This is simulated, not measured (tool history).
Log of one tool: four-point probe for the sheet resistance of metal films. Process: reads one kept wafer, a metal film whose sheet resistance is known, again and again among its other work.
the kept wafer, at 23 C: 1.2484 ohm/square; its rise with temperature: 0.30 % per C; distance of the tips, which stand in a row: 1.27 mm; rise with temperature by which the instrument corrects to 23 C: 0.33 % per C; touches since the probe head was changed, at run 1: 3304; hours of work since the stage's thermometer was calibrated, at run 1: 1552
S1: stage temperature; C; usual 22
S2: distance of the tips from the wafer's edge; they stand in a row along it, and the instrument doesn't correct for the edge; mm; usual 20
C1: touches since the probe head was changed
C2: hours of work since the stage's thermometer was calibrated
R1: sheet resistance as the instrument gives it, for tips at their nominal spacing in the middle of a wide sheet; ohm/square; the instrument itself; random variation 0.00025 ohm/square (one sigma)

Run 1, day 0: usual settings; C1 3304; C2 1552. Result: R1 1.250969 ohm/square.
Run 2, day 4.425: usual settings; C1 5708; C2 1602. Result: R1 1.251313 ohm/square.
Run 3, day 7.629: usual settings; C1 7450; C2 1638. Result: R1 1.251052 ohm/square.
Run 4, day 11.396: usual settings; C1 9497; C2 1681. Result: R1 1.251119 ohm/square.
Run 5, day 14.262: usual settings; C1 11055; C2 1714. Result: R1 1.251171 ohm/square.
Run 6, day 18.146: usual settings but S1 33 C; C1 13167; C2 1758. Result: R1 1.247587 ohm/square.
Run 7, day 21.396: usual settings but S2 61 mm; C1 14931; C2 1794. Result: R1 1.248825 ohm/square.
Run 8, day 25.621: usual settings but S2 61 mm; C1 17227; C2 1842. Result: R1 1.249289 ohm/square.
Run 9, day 29.579: usual settings but S2 61 mm; C1 19380; C2 1887. Result: R1 1.249042 ohm/square.
Run 10, day 33.521: usual settings; C1 21522; C2 1932. Result: R1 1.251494 ohm/square.
Run 11, day 37.858: usual settings; C1 23879; C2 1981. Result: R1 1.251665 ohm/square.
Run 12, day 40.608: usual settings; C1 25373; C2 2012. Result: R1 1.251672 ohm/square.
Run 13, day 44.483: usual settings; C1 27479; C2 2056. Result: R1 1.251493 ohm/square.
Run 14, day 49.6: usual settings; C1 30259; C2 2114. Result: R1 1.251522 ohm/square.
Run 15, day 52.529: usual settings; C1 31851; C2 2148. Result: R1 1.251662 ohm/square.
Run 16, day 56.362: usual settings; C1 33934; C2 2191. Result: R1 1.251566 ohm/square.
Run 17, day 59.917: usual settings; C1 35866; C2 2231. Result: R1 1.251299 ohm/square.
Run 18, day 62.692: usual settings; C1 37375; C2 2263. Result: R1 1.251335 ohm/square.
Run 19, day 67.638: usual settings but S1 24 C, S2 9 mm; C1 40063; C2 2319. Result: R1 1.261126 ohm/square.
Run 20, day 69.904: usual settings but S1 25 C, S2 12 mm; C1 41294; C2 2345. Result: R1 1.25515 ohm/square.
Run 21, day 72.288: usual settings but S1 20 C, S2 16 mm; C1 42591; C2 2372. Result: R1 1.253525 ohm/square.
Run 22, day 76.329: usual settings but S2 13 mm; C1 44787; C2 2418. Result: R1 1.255433 ohm/square.
Run 23, day 78.821: usual settings but S1 20 C, S2 7 mm; C1 46140; C2 2446. Result: R1 1.271133 ohm/square.
At day 80.954: stage's thermometer calibrated.
Run 24, day 81.604: usual settings but S1 20 C, S2 7 mm; C1 47643; C2 7. Result: R1 1.271552 ohm/square.
Run 25, day 85.404: usual settings but S1 20 C, S2 7 mm; C1 49708; C2 50. Result: R1 1.271113 ohm/square.
Run 26, day 88.942: usual settings but S1 34 C, S2 5 mm; C1 51631; C2 91. Result: R1 1.286204 ohm/square.
Run 27, day 91.638: usual settings but S1 34 C, S2 5 mm; C1 53095; C2 121. Result: R1 1.286013 ohm/square.
Run 28, day 93.821: usual settings but S1 34 C, S2 5 mm; C1 54282; C2 146. Result: R1 1.286349 ohm/square.
Run 29, day 96.042: usual settings but S1 34 C, S2 5 mm; C1 55488; C2 171. Result: R1 1.286091 ohm/square.
Run 30, day 98.938: usual settings but S1 27 C, S2 55 mm; C1 57061; C2 204. Result: R1 1.247528 ohm/square.
Run 31, day 102.162: usual settings but S2 9 mm; C1 58815; C2 241. Result: R1 1.262286 ohm/square.
Run 32, day 104.725: usual settings but S2 9 mm; C1 60208; C2 270. Result: R1 1.261926 ohm/square.
Run 33, day 106.933: usual settings but S1 31 C, S2 6 mm; C1 61409; C2 295. Result: R1 1.27464 ohm/square.
Run 34, day 110.462: usual settings but S1 31 C, S2 6 mm; C1 63326; C2 335. Result: R1 1.2747 ohm/square.
Run 35, day 114.104: usual settings but S1 31 C, S2 53 mm; C1 65305; C2 376. Result: R1 1.245846 ohm/square.

How the hidden state differs across the entries between the runs, from the last listed run before each to the first after it:
Between runs 23 and 24: stage's thermometer calibrated (day 80.954)
  no hidden state differs between the two runs
